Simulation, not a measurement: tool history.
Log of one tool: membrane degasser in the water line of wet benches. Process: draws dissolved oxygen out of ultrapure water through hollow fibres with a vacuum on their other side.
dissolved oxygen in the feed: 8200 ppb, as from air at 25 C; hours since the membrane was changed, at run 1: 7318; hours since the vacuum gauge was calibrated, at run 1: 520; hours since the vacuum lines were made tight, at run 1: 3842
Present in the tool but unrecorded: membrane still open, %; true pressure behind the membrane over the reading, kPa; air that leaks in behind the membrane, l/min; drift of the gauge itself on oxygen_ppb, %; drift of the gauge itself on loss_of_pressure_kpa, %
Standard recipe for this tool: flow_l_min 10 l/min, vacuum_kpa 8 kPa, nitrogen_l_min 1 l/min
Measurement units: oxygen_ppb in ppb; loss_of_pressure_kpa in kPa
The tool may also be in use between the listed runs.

| run | hour | flow_l_min | vacuum_kpa | nitrogen_l_min | hours since the membrane was changed | hours since the vacuum gauge was calibrated | hours since the vacuum lines were made tight | oxygen_ppb | loss_of_pressure_kpa |
|---|---|---|---|---|---|---|---|---|---|
| 1 | 0 | 10 | 8 | 1 | 7318 | 520 | 3842 | 427.7 | 34.87 |
| 2 | 189.6 | 10 | 8 | 1 | 7507 | 710 | 4032 | 425.8 | 35.07 |
| 3 | 390.4 | 10 | 13.88 | 1 | 7708 | 910 | 4233 | 559.3 | 35.29 |
| 4 | 609.8 | 10 | 13.88 | 1 | 7928 | 1130 | 4452 | 562.8 | 34.75 |
| 5 | 764.5 | 10 | 13.88 | 1 | 8082 | 1284 | 4607 | 566.4 | 35.21 |
| 6 | 1021.2 | 8 | 13.88 | 1 | 8339 | 1541 | 4863 | 416.5 | 28.05 |
| 7 | 1202.4 | 10 | 17.33 | 1 | 8520 | 1722 | 5045 | 642.7 | 35.34 |
| 8 | 1387 | 10 | 17.33 | 1 | 8705 | 1907 | 5229 | 649.7 | 35.31 |
| 9 | 1511.1 | 10 | 8 | 1 | 8829 | 2031 | 5353 | 443.4 | 35.6 |
| 10 | 1732.9 | 7 | 8 | 1 | 9051 | 2253 | 5575 | 251.4 | 24.72 |
| 11 | 1984.7 | 7 | 8 | 1 | 9302 | 2505 | 5827 | 257.2 | 24.97 |
| 12 | 2128.2 | 10 | 8 | 1 | 9446 | 2648 | 5970 | 440.6 | 35.92 |
| 13 | 2288.7 | 10 | 8 | 1 | 9606 | 2809 | 6131 | 459.3 | 35.46 |
| 14 | 2488.5 | 10 | 8 | 1 | 9806 | 3008 | 6331 | 455.2 | 35.66 |
| 15 | 2618.2 | 10 | 8 | 1 | 9936 | 3138 | 6460 | 458.6 | 35.4 |
| 16 | 2833 | 10 | 8 | 1 | 10151 | 3353 | 6675 | 465 | 35.55 |
| 17 | 3055.5 | 10 | 14.47 | 1 | 10373 | 3575 | 6898 | 611.3 | 36.11 |
| 18 | 3219.3 | 10 | 4.94 | 0.6 | 10537 | 3739 | 7061 | 424.7 | 35.93 |
| 19 | 3412.4 | 12 | 13.55 | 0.69 | 10730 | 3932 | 7255 | 856.7 | 43.24 |
| 20 | 3530.1 | 9 | 12.81 | 2.33 | 10848 | 4050 | 7372 | 391.5 | 33.03 |
| 21 | 3769.1 | 10 | 5.37 | 0.98 | 11087 | 4289 | 7611 | 413.4 | 36.33 |
| 22 | 3998.1 | 15 | 5.37 | 0.59 | 11316 | 4518 | 7840 | 804.4 | 54.12 |
| 23 | 4160.8 | 14 | 17.52 | 0.53 | 11479 | 4681 | 8003 | 1298.9 | 50.64 |
| 24 | 4297.2 | 15 | 5.51 | 0.76 | 11615 | 4817 | 8139 | 796.5 | 54.27 |
| 25 | 4495.3 | 12 | 5.51 | 0.45 | 11813 | 5015 | 8338 | 630.3 | 43.75 |
| 26 | 4677.7 | 12 | 4.92 | 2.16 | 11996 | 5198 | 8520 | 523.8 | 43.55 |
| 27 | 4872.6 | 10 | 14.94 | 2.16 | 12190 | 5392 | 8715 | 500.7 | 36.86 |
|  | 4986.8 | seals of the vacuum lines changed |
| 28 | 5121.9 | 14 | 7.53 | 1.35 | 12438 | 5640 | 135 | 743.2 | 51.5 |
| 29 | 5312.8 | 14 | 7.53 | 1.35 | 12629 | 5831 | 326 | 751.7 | 51.67 |
| 30 | 5475.2 | 14 | 7.53 | 1.1 | 12791 | 5993 | 488 | 761.7 | 51.58 |
| 31 | 5629.6 | 10 | 14.06 | 0.68 | 12945 | 6148 | 643 | 717.1 | 36.95 |

Entry by entry between the runs, the difference in hidden state between the last listed run before and the first listed run after:
Logged between run 27 and run 28: seals of the vacuum lines changed (hour 4986.8)
  membrane still open, %: 88.4 -> 88.2; true pressure behind the membrane over the reading, kPa: 0.36 -> 0.38; air that leaks in behind the membrane, l/min: 0.0343 -> 0.0027
  measured less the result without the state, oxygen_ppb: +133.7 -> +189.9 ppb; loss_of_pressure_kpa: +4.25 -> +6.08 kPa
